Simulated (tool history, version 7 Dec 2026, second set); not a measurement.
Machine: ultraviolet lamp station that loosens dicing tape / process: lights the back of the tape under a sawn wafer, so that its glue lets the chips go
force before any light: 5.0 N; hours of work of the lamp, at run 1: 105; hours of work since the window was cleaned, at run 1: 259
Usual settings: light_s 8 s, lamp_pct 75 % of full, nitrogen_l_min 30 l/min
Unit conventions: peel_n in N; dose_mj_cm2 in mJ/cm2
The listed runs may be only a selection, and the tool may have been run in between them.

run    hour  light_s  lamp_pct  nitrogen_l_min  hours of work of the lamp  hours of work since the window was cleaned  peel_n  dose_mj_cm2
  1       0        8        75              30                        105                                         259   0.175          191
  2    47.2        8        75              30                        131                                         285   0.179          191
  3    86.3        8        75              30                        152                                         306   0.179          190
  4   110.5        8        75              56                        166                                         319   0.123          193
  5   153.7        8        75              56                        189                                         343   0.125          189
  6   176.2        8        75              56                        202                                         356   0.119          185
  7   228.5        8        75              56                        231                                         384   0.136          188
  8   263.5        8        75              13                        250                                         404   0.387          186
  9   312.2        8        75              13                        277                                         431   0.389          178
 10   344.8        8        75              13                        295                                         449   0.393          180
 11   378.5        8        75              10                        313                                         467   0.492          181
 12   400.9        8        75              10                        326                                         479    0.49          175
 13   430.1        8        75              10                        342                                         496   0.485          177
 14   480.5        8        60              10                        369                                         523   0.789          138
      495.4  -- window cleaned of glue's vapour
 15   507.8        8        60              10                        384                                           7   0.672          147
 16   541.9        8        75              22                        403                                          26   0.206          189
 17   569.6        8        97              22                        418                                          41   0.121          238
 18   592.4        8        97              22                        431                                          53   0.128          239
 19   620.9        8        97              22                        447                                          69   0.128          239
 20   675.1        8        78              30                        476                                          99   0.173          189
 21   717.6        8        92              30                        500                                         122   0.119          221
 22   761.4        7        80              28                        524                                         147   0.248          164
 23   797.1        8        94              16                        544                                         166   0.204          220
 24   842.9        5        84              38                        569                                         192    0.42          121
 25   872.7        5        84              38                        585                                         208   0.409          124
 26   912.8       12        75              15                        607                                         230    0.14          263
 27   937.5       10        90              29                        621                                         244   0.091          253
 28   967.8        8        82              30                        638                                         260   0.185          186
 29    1015        8        82              30                        664                                         286   0.183          188
 30  1044.5       11        82              15                        680                                         303   0.149          255
 31  1073.6        8        75              24                        696                                         319   0.277          168
 32    1123        4        65              14                        723                                         346   1.629           72
 33  1161.4       12        88              16                        744                                         367   0.113          289
 34  1190.8       14        62              20                        761                                         383   0.157          234
 35  1240.9        8        79              30                        788                                         411   0.228          171
 36  1272.8        8        70              42                        806                                         428   0.262          151
 37  1321.5       14        70              21                        833                                         455   0.108          255
 38  1370.8        6        66              10                        860                                         482   1.219          104
 39  1422.8        6        66              10                        888                                         511    1.29          105
     1459.3  -- window cleaned of glue's vapour
 40  1461.2        9        75              30                        909                                           1   0.167          189
 41  1485.1       10        98              30                        922                                          14   0.078          267
 42  1515.7        4        91              30                        939                                          31   0.719           99

Below, each run's measurement less what the same run would have read without the hidden state. Both values contain the same run-to-run variation, but the gauge's scatter may not be the same in both:
Hidden state at play: lamp's light, % of a new lamp's; light that the window lets through, % of a clean one's; drift of the gauge itself on peel_n, %; drift of the gauge itself on dose_mj_cm2, %.
run  peel_n  dose_mj_cm2
  1  +0.031          -17
  2  +0.034          -19
  3  +0.038          -20
  4  +0.024          -22
  5  +0.025          -23
  6  +0.027          -24
  7  +0.032          -26
  8  +0.106          -27
  9  +0.116          -29
 10   +0.12          -30
 11  +0.148          -31
 12  +0.152          -32
 13  +0.154          -33
 14  +0.234          -28
 15  +0.125          -17
 16  +0.051          -23
 17  +0.025          -30
 18  +0.027          -31
 19  +0.029          -32
 20  +0.049          -29
 21   +0.03          -36
 22  +0.079          -29
 23  +0.065          -39
 24  +0.139          -24
 25  +0.143          -25
 26  +0.044          -54
 27  +0.019          -55
 28  +0.067          -42
 29  +0.069          -44
 30  +0.053          -62
 31  +0.116          -42
 32  +0.405          -19
 33  +0.032          -79
 34  +0.056          -67
 35  +0.106          -51
 36  +0.123          -47
 37  +0.038          -84
 38  +0.449          -35
 39  +0.485          -36
 40  +0.073          -49
 41  +0.016          -71
 42  +0.274          -27

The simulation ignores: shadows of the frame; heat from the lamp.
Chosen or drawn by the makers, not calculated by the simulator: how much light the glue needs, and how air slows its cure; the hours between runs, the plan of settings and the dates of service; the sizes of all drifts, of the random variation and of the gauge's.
